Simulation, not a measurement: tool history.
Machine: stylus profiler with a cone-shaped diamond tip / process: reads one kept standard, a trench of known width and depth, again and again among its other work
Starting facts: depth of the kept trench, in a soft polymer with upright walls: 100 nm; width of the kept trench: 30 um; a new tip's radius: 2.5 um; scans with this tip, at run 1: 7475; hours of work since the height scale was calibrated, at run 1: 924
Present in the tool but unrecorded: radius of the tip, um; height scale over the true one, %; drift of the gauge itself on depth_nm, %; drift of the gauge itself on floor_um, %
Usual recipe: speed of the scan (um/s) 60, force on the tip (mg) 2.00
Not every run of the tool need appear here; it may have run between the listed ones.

run	hour	speed of the scan (um/s)	force on the tip (mg)	scans with this tip	hours of work since the height scale was calibrated	depth of the trench (nm)	width of the trench's floor (nm)
1	0.0	60	2.00	7475	924	101.07	28180
# hour 32.7: height scale calibrated on a step standard
2	38.9	25	2.00	7666	4	101.35	28250
3	71.0	60	2.00	7827	24	101.34	28180
4	107.5	60	2.00	8009	46	101.34	28160
5	147.8	60	2.00	8210	71	101.35	28160
6	186.3	81	2.00	8403	95	101.34	28130
7	227.6	81	2.00	8608	120	101.34	28120
8	258.5	60	3.10	8763	139	101.77	28150
9	287.1	60	0.92	8906	157	100.79	28090
10	321.4	60	0.92	9077	178	100.82	28090
11	342.8	60	0.92	9184	191	100.81	28080
12	372.8	60	0.92	9334	210	100.80	28060
13	391.9	60	1.30	9429	222	101.01	28130
14	420.5	60	2.10	9572	239	101.34	28080
15	445.7	60	0.87	9698	255	100.77	28050
16	473.2	55	1.97	9835	272	101.27	28110
17	492.9	55	1.97	9933	284	101.26	28120
18	521.5	20	4.15	10076	302	102.13	28180
19	559.6	69	5.24	10267	325	102.49	28120
20	589.3	17	0.77	10415	344	100.66	28120
21	629.4	165	1.10	10615	368	100.88	27780
22	670.3	165	2.00	10820	394	101.28	27870
23	698.3	24	1.01	10959	411	100.78	28090

How the hidden state differs across the entries between the runs, from the last listed run before each to the first after it:
Logged between run 1 and run 2: height scale calibrated on a step standard (hour 32.7)
  radius of the tip, um: 3.67 -> 3.69; height scale over the true one, %: -0.214 -> 0.065
  measured result minus the result with no hidden state, depth of the trench (nm): -0.21 -> +0.07; width of the trench's floor (nm): -300 -> -310
